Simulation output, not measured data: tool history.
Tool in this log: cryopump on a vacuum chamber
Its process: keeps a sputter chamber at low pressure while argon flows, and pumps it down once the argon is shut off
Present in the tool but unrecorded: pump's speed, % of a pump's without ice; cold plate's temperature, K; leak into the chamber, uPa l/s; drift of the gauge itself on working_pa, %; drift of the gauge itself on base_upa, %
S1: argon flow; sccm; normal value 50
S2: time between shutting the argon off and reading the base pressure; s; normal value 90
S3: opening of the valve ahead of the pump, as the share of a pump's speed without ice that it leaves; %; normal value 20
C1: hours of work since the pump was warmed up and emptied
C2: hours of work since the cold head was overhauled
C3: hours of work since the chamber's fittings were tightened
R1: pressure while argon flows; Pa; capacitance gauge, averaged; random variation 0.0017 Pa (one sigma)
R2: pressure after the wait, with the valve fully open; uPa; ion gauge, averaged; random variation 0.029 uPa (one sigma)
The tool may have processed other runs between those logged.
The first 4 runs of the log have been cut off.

{"run": 5, "hour": 312.2, "S1": 50, "S2": 90, "S3": 20, "C1": 41, "C2": 998, "C3": 2425, "R1": 0.4021, "R2": 3.73}
{"run": 6, "hour": 365.7, "S1": 50, "S2": 90, "S3": 20, "C1": 63, "C2": 1020, "C3": 2448, "R1": 0.4033, "R2": 3.72}
{"run": 7, "hour": 430.9, "S1": 50, "S2": 26, "S3": 20, "C1": 91, "C2": 1048, "C3": 2475, "R1": 0.4028, "R2": 6.78}
{"run": 8, "hour": 533.2, "S1": 50, "S2": 26, "S3": 20, "C1": 134, "C2": 1091, "C3": 2519, "R1": 0.4052, "R2": 6.91}
{"run": 9, "hour": 637.0, "S1": 50, "S2": 26, "S3": 20, "C1": 178, "C2": 1135, "C3": 2563, "R1": 0.4065, "R2": 7.15}
{"run": 10, "hour": 695.3, "S1": 50, "S2": 90, "S3": 20, "C1": 203, "C2": 1160, "C3": 2587, "R1": 0.4139, "R2": 4.19}
{"run": 11, "hour": 786.1, "S1": 50, "S2": 90, "S3": 20, "C1": 241, "C2": 1198, "C3": 2626, "R1": 0.4096, "R2": 4.4}
{"run": 12, "hour": 876.6, "S1": 50, "S2": 245, "S3": 20, "C1": 280, "C2": 1237, "C3": 2664, "R1": 0.4151, "R2": 3.72}
{"hour": 893.5, "done": "leaking fittings of the chamber tightened, without venting"}
{"run": 13, "hour": 945.4, "S1": 50, "S2": 90, "S3": 20, "C1": 308, "C2": 1265, "C3": 22, "R1": 0.4175, "R2": 1.58}
{"run": 14, "hour": 1014.6, "S1": 50, "S2": 90, "S3": 23, "C1": 337, "C2": 1294, "C3": 51, "R1": 0.3687, "R2": 1.6}
{"run": 15, "hour": 1090.2, "S1": 50, "S2": 90, "S3": 23, "C1": 369, "C2": 1326, "C3": 83, "R1": 0.3738, "R2": 1.65}
{"run": 16, "hour": 1155.7, "S1": 50, "S2": 90, "S3": 23, "C1": 397, "C2": 1354, "C3": 111, "R1": 0.3691, "R2": 1.7}
{"run": 17, "hour": 1263.4, "S1": 50, "S2": 90, "S3": 23, "C1": 443, "C2": 1400, "C3": 157, "R1": 0.3746, "R2": 1.85}
{"hour": 1347.1, "done": "pump warmed up, emptied and cooled again"}
{"run": 18, "hour": 1371.1, "S1": 50, "S2": 90, "S3": 23, "C1": 10, "C2": 1443, "C3": 200, "R1": 0.3478, "R2": 1.69}
{"run": 19, "hour": 1416.6, "S1": 50, "S2": 90, "S3": 23, "C1": 29, "C2": 1462, "C3": 219, "R1": 0.3513, "R2": 1.69}
{"run": 20, "hour": 1494.2, "S1": 44, "S2": 73, "S3": 20, "C1": 62, "C2": 1495, "C3": 252, "R1": 0.3572, "R2": 1.98}
{"run": 21, "hour": 1562.5, "S1": 32, "S2": 30, "S3": 32, "C1": 91, "C2": 1524, "C3": 281, "R1": 0.164, "R2": 4.07}
{"run": 22, "hour": 1655.8, "S1": 81, "S2": 30, "S3": 32, "C1": 131, "C2": 1564, "C3": 321, "R1": 0.4188, "R2": 4.13}

Forecast run 23:
{"run": 23, "hour": 1739.8, "S1": 48, "S2": 30, "S3": 29, "C1": 166, "C2": 1599, "C3": 356, "R1": "?", "R2": "?"}

{"run 23": {"R1": 0.2762, "R2": 4.21}}
Had the tool carried no hidden state, the very same run would have given R1 0.2655 Pa, R2 3.78 uPa.
